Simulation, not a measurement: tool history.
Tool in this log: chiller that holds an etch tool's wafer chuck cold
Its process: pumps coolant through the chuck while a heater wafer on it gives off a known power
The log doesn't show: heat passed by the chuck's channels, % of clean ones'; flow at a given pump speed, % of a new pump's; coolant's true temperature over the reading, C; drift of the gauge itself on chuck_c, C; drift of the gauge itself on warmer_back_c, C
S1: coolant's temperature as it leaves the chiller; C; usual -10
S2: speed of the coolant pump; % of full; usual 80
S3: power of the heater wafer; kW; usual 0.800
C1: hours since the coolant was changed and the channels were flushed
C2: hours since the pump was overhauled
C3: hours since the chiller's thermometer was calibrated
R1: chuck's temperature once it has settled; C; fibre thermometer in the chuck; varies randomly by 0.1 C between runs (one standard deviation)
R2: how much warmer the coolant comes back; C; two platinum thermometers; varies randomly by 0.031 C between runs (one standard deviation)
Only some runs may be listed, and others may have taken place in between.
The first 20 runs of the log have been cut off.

At hour 2586.3: chiller's thermometer calibrated.
Run 21, hour 2589.9: usual settings but S1 -8 C, S2 85 % of full, S3 0.685 kW; C1 5634; C2 9149; C3 4. Result: R1 0.9 C, R2 2.07 C.
Run 22, hour 2689.0: usual settings but S1 -8 C, S2 85 % of full, S3 0.685 kW; C1 5733; C2 9248; C3 103. Result: R1 0.9 C, R2 2.07 C.
Run 23, hour 2771.6: usual settings but S2 65 % of full, S3 0.464 kW; C1 5815; C2 9330; C3 185. Result: R1 -2.8 C, R2 1.86 C.
Run 24, hour 2935.7: usual settings but S2 65 % of full, S3 0.464 kW; C1 5979; C2 9495; C3 349. Result: R1 -2.8 C, R2 1.85 C.
At hour 2977.7: coolant pump overhauled.
Run 25, hour 3106.3: usual settings but S2 65 % of full, S3 0.464 kW; C1 6145; C2 129; C3 515. Result: R1 -3.7 C, R2 1.44 C.
Run 26, hour 3280.7: usual settings but S2 65 % of full, S3 0.464 kW; C1 6319; C2 303; C3 689. Result: R1 -3.8 C, R2 1.44 C.
Run 27, hour 3432.3: usual settings but S2 65 % of full, S3 0.464 kW; C1 6471; C2 455; C3 841. Result: R1 -3.7 C, R2 1.42 C.
At hour 3542.8: coolant changed, channels flushed.
Run 28, hour 3618.8: usual settings but S1 -3 C; C1 76; C2 635; C3 1021. Result: R1 5.2 C, R2 2.00 C.
Run 29, hour 3775.7: usual settings but S1 -19 C, S3 0.526 kW; C1 233; C2 792; C3 1178. Result: R1 -13.5 C, R2 1.27 C.
Run 30, hour 3961.5: usual settings but S1 -14 C, S2 73 % of full, S3 0.435 kW; C1 419; C2 978; C3 1364. Result: R1 -9.3 C, R2 1.21 C.
Run 31, hour 4071.1: usual settings but S1 -11 C, S2 64 % of full, S3 0.435 kW; C1 528; C2 1087; C3 1474. Result: R1 -5.7 C, R2 1.37 C.

Predict each of these 4 candidate next runs independently; none follows another, all start after run 31:
Run A, hour 4247.5: usual settings but S2 88 % of full, S3 0.558 kW; C1 705; C2 1264; C3 1650. Result: R1 ?, R2 ?.
Run B, hour 4247.5: usual settings but S1 -11 C, S2 64 % of full, S3 1.007 kW; C1 705; C2 1264; C3 1650. Result: R1 ?, R2 ?.
Run C, hour 4247.5: usual settings but S1 -7 C, S2 70 % of full, S3 1.035 kW; C1 705; C2 1264; C3 1650. Result: R1 ?, R2 ?.
Run D, hour 4247.5: usual settings but S2 73 % of full, S3 0.886 kW; C1 705; C2 1264; C3 1650. Result: R1 ?, R2 ?.

run    R1    R2
  A  -4.3  1.25
  B   1.0  3.17
  C   4.7  3.01
  D   0.0  2.46
Without the tool's unlogged condition, the same runs would have read:
run    R1    R2
  A  -4.8  1.21
  B   0.3  3.07
  C   4.0  2.92
  D  -0.7  2.38

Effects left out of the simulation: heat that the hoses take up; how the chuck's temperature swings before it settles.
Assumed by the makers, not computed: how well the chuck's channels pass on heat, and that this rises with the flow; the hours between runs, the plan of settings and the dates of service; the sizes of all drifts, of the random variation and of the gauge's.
